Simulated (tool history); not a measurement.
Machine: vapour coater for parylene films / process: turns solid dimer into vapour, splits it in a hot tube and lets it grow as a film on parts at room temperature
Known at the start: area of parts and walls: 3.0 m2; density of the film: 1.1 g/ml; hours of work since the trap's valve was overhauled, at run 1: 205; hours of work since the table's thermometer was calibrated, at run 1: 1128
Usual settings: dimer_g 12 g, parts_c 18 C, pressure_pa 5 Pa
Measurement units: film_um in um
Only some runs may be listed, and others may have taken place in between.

run   hour  dimer_g  parts_c  pressure_pa  hours of work since the trap's valve was overhauled  hours of work since the table's thermometer was calibrated  film_um
  1      0       12       18            5                                                  205                                                        1128      2.1
  2   21.4       12       18            5                                                  219                                                        1142      2.1
  3   56.4       12       18            5                                                  244                                                        1167     2.07
  4   91.1       12       18            5                                                  267                                                        1190     2.05
  5  116.5       12       18            5                                                  285                                                        1208        2
  6  139.2       12       18            5                                                  301                                                        1224     2.01
  7    160        7       18            5                                                  315                                                        1238     1.14
  8  184.4       12       18         3.71                                                  332                                                        1255     2.06
  9  226.4       12       18            5                                                  361                                                        1284     1.94
     259.7  -- trap's valve overhauled
 10  269.8       12       18            5                                                    7                                                        1311     2.25
 11    290       12       18            5                                                   21                                                        1325     2.28
 12  317.1       12       18            5                                                   40                                                        1344     2.19
 13  355.3       12       18            5                                                   66                                                        1370     2.22
 14  401.6       20       18            5                                                   98                                                        1402     3.56
 15  430.1       12       11         6.05                                                  118                                                        1422     2.75
 16  468.2       17       18        11.33                                                  144                                                        1448     2.59
 17  492.2       17       18        11.33                                                  161                                                        1465     2.58
 18  523.3       17       18        11.33                                                  182                                                        1486     2.52
 19    550       17       18        11.33                                                  200                                                        1505     2.54
 20  581.8       12       18         5.25                                                  222                                                        1527        2
 21  614.2       12       18         5.25                                                  245                                                        1549     2.02
 22  650.8       12       18         5.25                                                  270                                                        1574     1.96
 23  670.4       12       29            5                                                  284                                                        1588     1.26
 24  690.3        9       13         2.03                                                  297                                                        1601     2.13
 25  717.4        8       23            5                                                  316                                                        1620     1.05
 26  753.5       12       18         3.16                                                  341                                                        1645      2.1
 27  775.5       12       12            5                                                  356                                                        1660     2.44

Branching from run 27: 5 alternative next runs. What would each branch give?
  A  806.2       11       12            5                                                  377                                                        1682        ?
  B  806.2       17       19         2.35                                                  377                                                        1682        ?
  C  806.2       12       22         2.07                                                  377                                                        1682        ?
  D  806.2       17       12            9                                                  377                                                        1682        ?
  E  806.2        6       12            5                                                  377                                                        1682        ?

run  film_um
  A     2.23
  B     2.98
  C      1.9
  D     3.08
  E     1.26
With the hidden condition removed and each run's random variation left untouched, the same runs would have given:
run  film_um
  A     2.75
  B     3.67
  C     2.35
  D      3.8
  E     1.54
